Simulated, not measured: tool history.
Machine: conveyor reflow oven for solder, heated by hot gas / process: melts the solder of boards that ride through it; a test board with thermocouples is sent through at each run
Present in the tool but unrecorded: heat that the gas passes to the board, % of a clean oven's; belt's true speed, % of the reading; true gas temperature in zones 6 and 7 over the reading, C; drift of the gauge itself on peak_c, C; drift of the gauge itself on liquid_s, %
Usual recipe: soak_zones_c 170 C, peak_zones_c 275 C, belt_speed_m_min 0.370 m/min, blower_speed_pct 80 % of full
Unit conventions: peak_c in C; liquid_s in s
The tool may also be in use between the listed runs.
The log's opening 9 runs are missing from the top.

| run | hour | soak_zones_c | peak_zones_c | belt_speed_m_min | blower_speed_pct | hours of work since the flux was cleaned out | hours of work since the belt drive was overhauled | hours of work since the thermocouples were changed | peak_c | liquid_s |
|---|---|---|---|---|---|---|---|---|---|---|
| 10 | 370.4 | 170 | 275 | 0.355 | 80 | 32 | 1100 | 293 | 258.2 | 81.5 |
| 11 | 422.3 | 170 | 275 | 0.396 | 80 | 60 | 1129 | 321 | 254.3 | 69.1 |
| 12 | 451.1 | 170 | 275 | 0.396 | 80 | 75 | 1144 | 337 | 254.2 | 69.5 |
| 13 | 476.1 | 170 | 275 | 0.396 | 80 | 89 | 1158 | 351 | 254.4 | 68.5 |
| 14 | 514.5 | 170 | 275 | 0.396 | 80 | 110 | 1179 | 372 | 254.2 | 68.3 |
| 15 | 550.1 | 170 | 285 | 0.370 | 80 | 129 | 1198 | 391 | 264.4 | 82.4 |
| 16 | 586.6 | 170 | 285 | 0.370 | 80 | 149 | 1218 | 411 | 264.3 | 83.0 |
| 17 | 632.7 | 170 | 285 | 0.370 | 80 | 174 | 1243 | 436 | 264.8 | 82.5 |
| 18 | 664.5 | 170 | 290 | 0.424 | 80 | 192 | 1260 | 453 | 263.6 | 70.4 |
| 19 | 711.6 | 170 | 290 | 0.424 | 80 | 217 | 1286 | 479 | 261.6 | 69.6 |
| 20 | 743.9 | 170 | 290 | 0.424 | 80 | 235 | 1304 | 496 | 263.1 | 70.3 |
| 21 | 785.5 | 170 | 275 | 0.376 | 80 | 257 | 1326 | 519 | 254.7 | 72.3 |
| 22 | 830.8 | 159 | 286 | 0.370 | 85 | 282 | 1351 | 544 | 262.6 | 78.0 |
|  | 877.6 | flux residue cleaned out of gas plates and filters |
| 23 | 883.8 | 170 | 276 | 0.368 | 65 | 3 | 1377 | 570 | 252.9 | 73.4 |
| 24 | 931.9 | 170 | 276 | 0.368 | 65 | 30 | 1403 | 596 | 253.3 | 73.4 |
| 25 | 973.1 | 170 | 276 | 0.368 | 65 | 52 | 1426 | 618 | 253.5 | 72.1 |
|  | 998.9 | thermocouples of zones 6 and 7 changed |
| 26 | 1003.0 | 176 | 278 | 0.308 | 73 | 67 | 1441 | 2 | 266.0 | 104.3 |
| 27 | 1030.6 | 170 | 275 | 0.370 | 80 | 82 | 1456 | 17 | 258.1 | 77.5 |
| 28 | 1064.9 | 170 | 275 | 0.435 | 74 | 101 | 1475 | 36 | 250.0 | 58.2 |
| 29 | 1095.1 | 183 | 290 | 0.425 | 58 | 117 | 1491 | 52 | 259.1 | 72.2 |
| 30 | 1122.5 | 183 | 290 | 0.425 | 58 | 132 | 1506 | 67 | 259.4 | 72.4 |

Below are 5 alternative next runs, each starting from the tool's condition after run 30. Predict each:
| A | 1150.5 | 183 | 290 | 0.425 | 84 | 147 | 1521 | 83 | ? | ? |
| B | 1150.5 | 171 | 284 | 0.387 | 58 | 147 | 1521 | 83 | ? | ? |
| C | 1150.5 | 170 | 275 | 0.370 | 56 | 147 | 1521 | 83 | ? | ? |
| D | 1150.5 | 170 | 275 | 0.402 | 80 | 147 | 1521 | 83 | ? | ? |
| E | 1150.5 | 183 | 267 | 0.302 | 84 | 147 | 1521 | 83 | ? | ? |

| run | peak_c | liquid_s |
|---|---|---|
| A | 268.5 | 78.9 |
| B | 255.6 | 70.7 |
| C | 249.9 | 67.3 |
| D | 254.4 | 68.0 |
| E | 257.3 | 106.2 |
Without the tool's hidden state the same runs would have given:
| run | peak_c | liquid_s |
|---|---|---|
| A | 268.5 | 76.3 |
| B | 255.1 | 67.9 |
| C | 249.5 | 64.5 |
| D | 254.3 | 65.7 |
| E | 257.4 | 102.7 |
